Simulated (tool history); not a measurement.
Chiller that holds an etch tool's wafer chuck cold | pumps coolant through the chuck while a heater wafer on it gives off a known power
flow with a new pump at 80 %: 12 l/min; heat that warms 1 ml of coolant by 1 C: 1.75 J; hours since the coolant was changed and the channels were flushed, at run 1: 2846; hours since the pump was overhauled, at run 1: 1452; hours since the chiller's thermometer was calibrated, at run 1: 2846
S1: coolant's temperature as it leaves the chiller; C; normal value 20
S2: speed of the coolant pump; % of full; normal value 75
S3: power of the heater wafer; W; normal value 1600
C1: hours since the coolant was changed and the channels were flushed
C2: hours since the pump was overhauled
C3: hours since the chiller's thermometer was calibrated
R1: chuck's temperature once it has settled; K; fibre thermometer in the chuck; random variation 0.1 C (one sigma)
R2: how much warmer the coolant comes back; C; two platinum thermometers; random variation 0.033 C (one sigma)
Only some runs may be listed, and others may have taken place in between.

run	hour	S1	S2	S3	C1	C2	C3	R1	R2
1	0.0	20	75	1600	2846	1452	2846	312.95	4.88
2	111.9	20	75	1600	2957	1564	2957	312.85	4.86
3	232.2	20	75	1600	3078	1685	3078	312.95	4.91
4	322.0	20	75	1600	3167	1774	3167	312.85	4.85
5	439.4	20	82	1600	3285	1892	3285	312.05	4.44
6	591.4	20	75	1600	3437	2044	3437	313.05	4.84
7	741.3	20	75	1600	3587	2194	3587	313.05	4.84
8	818.1	20	75	928	3664	2270	3664	304.55	2.82
9	895.1	20	75	1600	3741	2347	3741	313.05	4.81
# hour 1019.5: chiller's thermometer calibrated
10	1027.7	20	75	1600	3872	2479	8	312.85	4.88
# hour 1092.1: coolant changed, channels flushed
11	1107.3	20	75	1600	15	2553	82	313.15	4.79
12	1271.7	20	75	1051	180	2717	246	306.15	3.19
13	1399.2	20	75	1600	307	2845	374	312.95	4.81
14	1528.1	20	75	1600	436	2973	503	312.85	4.81
15	1609.8	20	75	1600	518	3055	584	312.95	4.86
16	1784.0	20	75	1600	692	3229	758	313.05	4.90
17	1867.3	27	75	2160	775	3313	842	326.95	6.55
18	2017.7	12	87	880	926	3463	992	295.05	2.36
19	2165.0	20	70	849	1073	3610	1140	303.95	2.78
20	2316.3	12	88	2362	1224	3762	1291	312.25	6.17
21	2482.8	20	61	1406	1391	3928	1457	312.55	5.26
22	2634.0	20	61	1406	1542	4079	1609	312.55	5.21
23	2806.2	20	61	1406	1714	4252	1781	312.35	5.26

What will run 24 give?
24	2968.9	11	82	2227	1877	4414	1943	?	?

{"run 24": {"R1": 310.45, "R2": 6.21}}
Had the tool carried no hidden state, the very same run would have given R1 310.45 K, R2 6.21 C.

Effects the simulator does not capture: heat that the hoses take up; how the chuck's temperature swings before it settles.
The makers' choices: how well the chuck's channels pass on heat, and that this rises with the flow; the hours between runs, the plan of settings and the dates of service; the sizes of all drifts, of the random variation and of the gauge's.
